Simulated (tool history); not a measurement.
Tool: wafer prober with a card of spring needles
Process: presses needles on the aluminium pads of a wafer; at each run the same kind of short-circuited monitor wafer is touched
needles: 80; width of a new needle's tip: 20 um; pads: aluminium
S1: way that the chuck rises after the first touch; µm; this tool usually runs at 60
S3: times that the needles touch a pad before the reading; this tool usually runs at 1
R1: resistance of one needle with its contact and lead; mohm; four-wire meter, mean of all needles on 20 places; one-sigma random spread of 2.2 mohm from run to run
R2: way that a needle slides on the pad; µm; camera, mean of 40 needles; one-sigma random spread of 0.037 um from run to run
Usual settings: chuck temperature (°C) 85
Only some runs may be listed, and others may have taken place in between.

run 1 hour=0 | S1=60 chuck_temperature_(°C)=85 S3=1 | R1=244 R2=13.09
run 2 hour=5.6 | S1=60 chuck_temperature_(°C)=85 S3=1 | R1=246 R2=13.05
run 3 hour=13.7 | S1=48 chuck_temperature_(°C)=85 S3=1 | R1=250 R2=10.47
-- hour=15.4 tips cleaned on abrasive film
run 4 hour=21.8 | S1=60 chuck_temperature_(°C)=36 S3=1 | R1=234 R2=13.15
run 5 hour=29.7 | S1=60 chuck_temperature_(°C)=85 S3=1 | R1=241 R2=13.07
-- hour=34.8 tips cleaned on abrasive film
run 6 hour=42.5 | S1=60 chuck_temperature_(°C)=85 S3=2 | R1=246 R2=13.1
run 7 hour=52.3 | S1=60 chuck_temperature_(°C)=85 S3=2 | R1=242 R2=13.13
-- hour=55 tips cleaned on abrasive film
run 8 hour=58.9 | S1=60 chuck_temperature_(°C)=85 S3=2 | R1=244 R2=13.11
run 9 hour=68.8 | S1=60 chuck_temperature_(°C)=85 S3=2 | R1=247 R2=13.1
-- hour=74.4 tips cleaned on abrasive film
run 10 hour=74.4 | S1=60 chuck_temperature_(°C)=85 S3=3 | R1=245 R2=13.1
run 11 hour=86.3 | S1=60 chuck_temperature_(°C)=85 S3=1 | R1=247 R2=13.1
-- hour=94.4 tips cleaned on abrasive film
run 12 hour=96.3 | S1=60 chuck_temperature_(°C)=85 S3=1 | R1=249 R2=13.09
run 13 hour=108 | S1=69 chuck_temperature_(°C)=85 S3=1 | R1=243 R2=15.06
-- hour=114 tips cleaned on abrasive film
run 14 hour=118.2 | S1=69 chuck_temperature_(°C)=85 S3=1 | R1=245 R2=15.09
run 15 hour=130.6 | S1=69 chuck_temperature_(°C)=85 S3=1 | R1=242 R2=15.08
-- hour=134.3 tips cleaned on abrasive film
run 16 hour=138.1 | S1=69 chuck_temperature_(°C)=85 S3=1 | R1=238 R2=15.06
run 17 hour=145.5 | S1=74 chuck_temperature_(°C)=85 S3=1 | R1=243 R2=16.26
-- hour=153.7 tips cleaned on abrasive film
run 18 hour=156.3 | S1=51 chuck_temperature_(°C)=85 S3=1 | R1=251 R2=11.13
run 19 hour=168.3 | S1=73 chuck_temperature_(°C)=102 S3=1 | R1=242 R2=15.94
-- hour=173.3 tips cleaned on abrasive film
run 20 hour=178.4 | S1=73 chuck_temperature_(°C)=102 S3=1 | R1=246 R2=16.02
run 21 hour=185 | S1=52 chuck_temperature_(°C)=51 S3=2 | R1=240 R2=11.33
-- hour=193 tips cleaned on abrasive film
run 22 hour=197.1 | S1=52 chuck_temperature_(°C)=51 S3=2 | R1=242 R2=11.34
run 23 hour=206.6 | S1=61 chuck_temperature_(°C)=85 S3=2 | R1=249 R2=13.32
-- hour=212.9 tips cleaned on abrasive film
run 24 hour=214.6 | S1=61 chuck_temperature_(°C)=85 S3=2 | R1=246 R2=13.27
run 25 hour=221.9 | S1=61 chuck_temperature_(°C)=29 S3=2 | R1=232 R2=13.31
run 26 hour=228.5 | S1=60 chuck_temperature_(°C)=25 S3=3 | R1=230 R2=13.04
-- hour=232.1 tips cleaned on abrasive film
run 27 hour=236.7 | S1=58 chuck_temperature_(°C)=28 S3=1 | R1=235 R2=12.57
-- hour=246.7 height of the first contact set anew
run 28 hour=250.3 | S1=43 chuck_temperature_(°C)=85 S3=2 | R1=252 R2=9.38
-- hour=252.2 tips cleaned on abrasive film
run 29 hour=257.3 | S1=43 chuck_temperature_(°C)=85 S3=2 | R1=252 R2=9.36
run 30 hour=267 | S1=77 chuck_temperature_(°C)=38 S3=2 | R1=225 R2=16.81
-- hour=271.7 tips cleaned on abrasive film
run 31 hour=274.3 | S1=53 chuck_temperature_(°C)=28 S3=3 | R1=234 R2=11.54
run 32 hour=280.6 | S1=53 chuck_temperature_(°C)=28 S3=3 | R1=231 R2=11.56
run 33 hour=289.8 | S1=60 chuck_temperature_(°C)=85 S3=1 | R1=244 R2=13.07

Predict each of these 5 candidate next runs independently; none follows another, all start after run 33:
-- hour=291.8 tips cleaned on abrasive film
run A hour=299.8 | S1=55 chuck_temperature_(°C)=57 S3=1 | R1=? R2=?
-- hour=291.8 tips cleaned on abrasive film
run B hour=299.8 | S1=49 chuck_temperature_(°C)=86 S3=2 | R1=? R2=?
-- hour=291.8 tips cleaned on abrasive film
run C hour=299.8 | S1=60 chuck_temperature_(°C)=51 S3=1 | R1=? R2=?
-- hour=291.8 tips cleaned on abrasive film
run D hour=299.8 | S1=45 chuck_temperature_(°C)=40 S3=1 | R1=? R2=?
-- hour=291.8 tips cleaned on abrasive film
run E hour=299.8 | S1=60 chuck_temperature_(°C)=85 S3=3 | R1=? R2=?

run=A R1=242 R2=12.04
run=B R1=252 R2=10.65
run=C R1=239 R2=13.02
run=D R1=239 R2=9.76
run=E R1=244 R2=13.12
With the hidden condition removed and each run's random variation left untouched, the same runs would have given:
run=A R1=242 R2=12.04
run=B R1=251 R2=10.66
run=C R1=238 R2=13.02
run=D R1=238 R2=9.76
run=E R1=244 R2=13.12
